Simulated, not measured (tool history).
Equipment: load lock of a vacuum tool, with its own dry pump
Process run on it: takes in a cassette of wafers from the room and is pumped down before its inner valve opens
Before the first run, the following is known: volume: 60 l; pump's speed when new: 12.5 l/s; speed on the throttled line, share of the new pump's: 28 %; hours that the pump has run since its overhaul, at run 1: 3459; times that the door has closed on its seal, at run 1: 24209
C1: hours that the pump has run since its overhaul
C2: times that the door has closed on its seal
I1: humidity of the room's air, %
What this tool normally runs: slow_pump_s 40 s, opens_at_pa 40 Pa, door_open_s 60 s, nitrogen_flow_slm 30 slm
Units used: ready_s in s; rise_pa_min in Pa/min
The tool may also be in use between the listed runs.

{"run": 1, "day": 0.0, "slow_pump_s": 40, "opens_at_pa": 40, "door_open_s": 60, "nitrogen_flow_slm": 30, "C1": 3459, "C2": 24209, "I1": 43.6, "ready_s": 67.2, "rise_pa_min": 0.031}
{"run": 2, "day": 2.633, "slow_pump_s": 40, "opens_at_pa": 68, "door_open_s": 60, "nitrogen_flow_slm": 30, "C1": 3523, "C2": 24427, "I1": 44.7, "ready_s": 64.3, "rise_pa_min": 0.025}
{"run": 3, "day": 7.696, "slow_pump_s": 40, "opens_at_pa": 68, "door_open_s": 60, "nitrogen_flow_slm": 30, "C1": 3644, "C2": 24846, "I1": 43.3, "ready_s": 64.1, "rise_pa_min": 0.023}
{"run": 4, "day": 13.138, "slow_pump_s": 40, "opens_at_pa": 40, "door_open_s": 60, "nitrogen_flow_slm": 28, "C1": 3775, "C2": 25295, "I1": 42.7, "ready_s": 66.8, "rise_pa_min": 0.025}
{"run": 5, "day": 16.125, "slow_pump_s": 40, "opens_at_pa": 40, "door_open_s": 60, "nitrogen_flow_slm": 28, "C1": 3846, "C2": 25542, "I1": 45.0, "ready_s": 67.1, "rise_pa_min": 0.033}
{"run": 6, "day": 18.554, "slow_pump_s": 40, "opens_at_pa": 40, "door_open_s": 60, "nitrogen_flow_slm": 27, "C1": 3905, "C2": 25743, "I1": 44.9, "ready_s": 66.8, "rise_pa_min": 0.027}
{"run": 7, "day": 21.346, "slow_pump_s": 40, "opens_at_pa": 40, "door_open_s": 60, "nitrogen_flow_slm": 27, "C1": 3972, "C2": 25974, "I1": 43.8, "ready_s": 66.7, "rise_pa_min": 0.033}
{"run": 8, "day": 24.35, "slow_pump_s": 40, "opens_at_pa": 40, "door_open_s": 60, "nitrogen_flow_slm": 27, "C1": 4044, "C2": 26222, "I1": 42.6, "ready_s": 65.8, "rise_pa_min": 0.032}
{"run": 9, "day": 27.738, "slow_pump_s": 40, "opens_at_pa": 28, "door_open_s": 60, "nitrogen_flow_slm": 30, "C1": 4125, "C2": 26502, "I1": 47.6, "ready_s": 68.0, "rise_pa_min": 0.027}
{"run": 10, "day": 32.983, "slow_pump_s": 40, "opens_at_pa": 40, "door_open_s": 60, "nitrogen_flow_slm": 30, "C1": 4251, "C2": 26936, "I1": 42.8, "ready_s": 66.7, "rise_pa_min": 0.028}
{"run": 11, "day": 37.742, "slow_pump_s": 40, "opens_at_pa": 40, "door_open_s": 60, "nitrogen_flow_slm": 30, "C1": 4365, "C2": 27329, "I1": 44.6, "ready_s": 66.0, "rise_pa_min": 0.031}
{"run": 12, "day": 42.408, "slow_pump_s": 51, "opens_at_pa": 55, "door_open_s": 118, "nitrogen_flow_slm": 8, "C1": 4477, "C2": 27714, "I1": 45.6, "ready_s": 72.4, "rise_pa_min": 0.064}
{"run": 13, "day": 44.8, "slow_pump_s": 51, "opens_at_pa": 55, "door_open_s": 118, "nitrogen_flow_slm": 8, "C1": 4534, "C2": 27912, "I1": 42.5, "ready_s": 73.0, "rise_pa_min": 0.049}
{"run": 14, "day": 47.258, "slow_pump_s": 51, "opens_at_pa": 55, "door_open_s": 118, "nitrogen_flow_slm": 8, "C1": 4594, "C2": 28115, "I1": 44.1, "ready_s": 73.6, "rise_pa_min": 0.055}
{"run": 15, "day": 52.396, "slow_pump_s": 51, "opens_at_pa": 55, "door_open_s": 118, "nitrogen_flow_slm": 8, "C1": 4717, "C2": 28540, "I1": 42.6, "ready_s": 72.9, "rise_pa_min": 0.051}
{"run": 16, "day": 57.667, "slow_pump_s": 29, "opens_at_pa": 34, "door_open_s": 60, "nitrogen_flow_slm": 32, "C1": 4843, "C2": 28975, "I1": 43.8, "ready_s": 59.1, "rise_pa_min": 0.024}
{"run": 17, "day": 60.746, "slow_pump_s": 40, "opens_at_pa": 71, "door_open_s": 63, "nitrogen_flow_slm": 30, "C1": 4917, "C2": 29230, "I1": 42.6, "ready_s": 64.3, "rise_pa_min": 0.027}
{"run": 18, "day": 65.512, "slow_pump_s": 57, "opens_at_pa": 65, "door_open_s": 60, "nitrogen_flow_slm": 5, "C1": 5032, "C2": 29624, "I1": 45.4, "ready_s": 76.9, "rise_pa_min": 0.045}
{"run": 19, "day": 70.354, "slow_pump_s": 57, "opens_at_pa": 65, "door_open_s": 60, "nitrogen_flow_slm": 5, "C1": 5148, "C2": 30024, "I1": 44.6, "ready_s": 76.4, "rise_pa_min": 0.047}
{"run": 20, "day": 76.146, "slow_pump_s": 24, "opens_at_pa": 40, "door_open_s": 28, "nitrogen_flow_slm": 30, "C1": 5287, "C2": 30503, "I1": 45.6, "ready_s": 55.7, "rise_pa_min": 0.028}
{"run": 21, "day": 80.608, "slow_pump_s": 36, "opens_at_pa": 74, "door_open_s": 60, "nitrogen_flow_slm": 32, "C1": 5394, "C2": 30872, "I1": 48.6, "ready_s": 60.4, "rise_pa_min": 0.03}

Each row is a separate what-if for the run after 21, all from the same tool condition, not one after another. Results?
{"run": "A", "day": 84.954, "slow_pump_s": 46, "opens_at_pa": 34, "door_open_s": 60, "nitrogen_flow_slm": 23, "C1": 5498, "C2": 31231, "I1": 47.4, "ready_s": "?", "rise_pa_min": "?"}
{"run": "B", "day": 84.954, "slow_pump_s": 40, "opens_at_pa": 58, "door_open_s": 67, "nitrogen_flow_slm": 30, "C1": 5498, "C2": 31231, "I1": 46.2, "ready_s": "?", "rise_pa_min": "?"}
{"run": "C", "day": 84.954, "slow_pump_s": 36, "opens_at_pa": 74, "door_open_s": 60, "nitrogen_flow_slm": 32, "C1": 5498, "C2": 31231, "I1": 44.7, "ready_s": "?", "rise_pa_min": "?"}
{"run": "D", "day": 84.954, "slow_pump_s": 40, "opens_at_pa": 40, "door_open_s": 61, "nitrogen_flow_slm": 14, "C1": 5498, "C2": 31231, "I1": 46.9, "ready_s": "?", "rise_pa_min": "?"}
{"run": "E", "day": 84.954, "slow_pump_s": 36, "opens_at_pa": 59, "door_open_s": 153, "nitrogen_flow_slm": 32, "C1": 5498, "C2": 31231, "I1": 44.4, "ready_s": "?", "rise_pa_min": "?"}

run=A ready_s=70.6 rise_pa_min=0.028
run=B ready_s=64.5 rise_pa_min=0.030
run=C ready_s=60.9 rise_pa_min=0.030
run=D ready_s=66.8 rise_pa_min=0.042
run=E ready_s=61.7 rise_pa_min=0.039
What these runs would have given with no unlogged condition in the tool:
run=A ready_s=70.6 rise_pa_min=0.027
run=B ready_s=64.5 rise_pa_min=0.029
run=C ready_s=60.9 rise_pa_min=0.029
run=D ready_s=66.8 rise_pa_min=0.041
run=E ready_s=61.6 rise_pa_min=0.039
